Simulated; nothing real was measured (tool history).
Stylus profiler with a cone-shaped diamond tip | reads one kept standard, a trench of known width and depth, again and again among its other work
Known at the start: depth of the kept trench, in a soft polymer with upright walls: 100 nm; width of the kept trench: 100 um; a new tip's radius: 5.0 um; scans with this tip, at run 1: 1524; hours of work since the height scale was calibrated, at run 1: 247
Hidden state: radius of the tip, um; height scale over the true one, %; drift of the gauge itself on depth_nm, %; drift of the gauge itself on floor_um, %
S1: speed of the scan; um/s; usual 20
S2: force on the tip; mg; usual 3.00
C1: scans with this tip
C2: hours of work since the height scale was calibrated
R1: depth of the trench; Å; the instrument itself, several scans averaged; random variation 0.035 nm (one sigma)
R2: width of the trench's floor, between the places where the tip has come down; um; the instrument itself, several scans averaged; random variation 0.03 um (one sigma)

run	hour	S1	S2	C1	C2	R1	R2
1	0.0	20	3.00	1524	247	1008.6	97.85
2	9.1	20	3.00	1558	252	1009.6	97.85
3	16.5	20	3.00	1586	257	1009.1	97.81
4	31.9	51	3.00	1645	266	1009.7	97.73
# hour 33.7: height scale calibrated on a step standard
5	45.6	20	1.84	1695	7	1005.1	97.86
6	54.6	20	1.84	1729	13	1005.3	97.78
# hour 58.7: height scale calibrated on a step standard, once more
7	62.5	20	1.84	1757	2	1007.8	97.78
8	77.2	20	1.84	1813	11	1007.3	97.79
9	86.9	20	2.72	1850	17	1009.6	97.83
10	99.6	20	2.72	1898	25	1009.6	97.80
11	108.2	20	2.72	1931	30	1009.6	97.81
12	118.7	20	2.72	1970	37	1009.8	97.84
13	129.8	73	3.60	2012	44	1011.2	97.70

5 ways to go on from here, each from the tool as it stands after run 13. What would each give?
A	136.9	16	5.50	2040	48	?	?
B	136.9	36	3.60	2040	48	?	?
C	136.9	22	1.42	2040	48	?	?
D	136.9	6	1.03	2040	48	?	?
E	136.9	25	1.88	2040	48	?	?

run	R1	R2
A	1015.5	97.84
B	1011.7	97.80
C	1006.4	97.80
D	1004.2	97.84
E	1007.4	97.77
Without the tool's hidden state the same runs would have given:
run	R1	R2
A	1015.9	97.95
B	1012.1	97.91
C	1006.8	97.91
D	1004.6	97.95
E	1007.8	97.88
